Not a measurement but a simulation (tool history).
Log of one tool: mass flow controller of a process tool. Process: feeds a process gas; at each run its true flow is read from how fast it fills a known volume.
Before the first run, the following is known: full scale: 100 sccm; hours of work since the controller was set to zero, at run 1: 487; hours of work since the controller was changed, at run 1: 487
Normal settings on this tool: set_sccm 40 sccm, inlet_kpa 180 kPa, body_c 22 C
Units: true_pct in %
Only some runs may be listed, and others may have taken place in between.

| run | hour | set_sccm | inlet_kpa | body_c | hours of work since the controller was set to zero | hours of work since the controller was changed | true_pct |
|---|---|---|---|---|---|---|---|
| 1 | 0 | 40 | 180 | 22 | 487 | 487 | 98.33 |
| 2 | 118.7 | 40 | 180 | 22 | 543 | 543 | 98.43 |
| 3 | 238.7 | 40 | 180 | 22 | 600 | 600 | 98.41 |
| 4 | 307.3 | 40 | 180 | 22 | 633 | 633 | 98.43 |
| 5 | 411.5 | 40 | 180 | 22 | 682 | 682 | 98.2 |
| 6 | 469.3 | 40 | 180 | 22 | 710 | 710 | 98.14 |
| 7 | 572.7 | 40 | 180 | 22 | 759 | 759 | 98.2 |
| 8 | 665.2 | 40 | 180 | 22 | 803 | 803 | 98.12 |
| 9 | 756.2 | 47 | 180 | 22 | 846 | 846 | 98.41 |
| 10 | 844.1 | 47 | 180 | 22 | 888 | 888 | 98.31 |
| 11 | 954.8 | 40 | 144 | 22 | 940 | 940 | 97.89 |
| 12 | 1064.9 | 40 | 144 | 22 | 992 | 992 | 97.89 |
| 13 | 1165.4 | 45 | 144 | 22 | 1040 | 1040 | 97.96 |
| 14 | 1231.1 | 45 | 144 | 22 | 1071 | 1071 | 97.97 |
| 15 | 1331.6 | 90 | 226 | 22 | 1119 | 1119 | 99.47 |
| 16 | 1397.6 | 90 | 226 | 22 | 1150 | 1150 | 99.24 |
| 17 | 1472.5 | 90 | 226 | 22 | 1186 | 1186 | 99.35 |
| 18 | 1560.9 | 40 | 227 | 37 | 1228 | 1228 | 99.76 |
|  | 1568.7 | controller's zero set anew |
| 19 | 1659.8 | 40 | 227 | 37 | 43 | 1275 | 99.16 |
| 20 | 1713.1 | 40 | 227 | 37 | 69 | 1300 | 99.13 |
| 21 | 1802.1 | 40 | 227 | 37 | 111 | 1342 | 98.93 |
| 22 | 1918.4 | 40 | 227 | 37 | 166 | 1397 | 99.08 |
| 23 | 2021.2 | 40 | 227 | 37 | 215 | 1446 | 98.88 |
|  | 2130.4 | controller's zero set anew, once more |
| 24 | 2153.9 | 40 | 227 | 37 | 11 | 1509 | 100.77 |
| 25 | 2233.5 | 40 | 227 | 37 | 49 | 1547 | 100.73 |
| 26 | 2294.5 | 40 | 227 | 37 | 78 | 1576 | 100.72 |
| 27 | 2426.5 | 82 | 183 | 22 | 141 | 1638 | 99.53 |

Here are 4 independent what-if runs from the current tool condition. What would each one return?
| A | 2552.5 | 69 | 244 | 28 | 200 | 1698 | ? |
| B | 2552.5 | 40 | 261 | 22 | 200 | 1698 | ? |
| C | 2552.5 | 40 | 181 | 22 | 200 | 1698 | ? |
| D | 2552.5 | 40 | 147 | 31 | 200 | 1698 | ? |

| run | true_pct |
|---|---|
| A | 100.26 |
| B | 99.2 |
| C | 98.73 |
| D | 99.64 |
Take away the tool's hidden state, keep each run's random variation, and the runs would have read:
| run | true_pct |
|---|---|
| A | 100.15 |
| B | 99.18 |
| C | 98.71 |
| D | 99.62 |
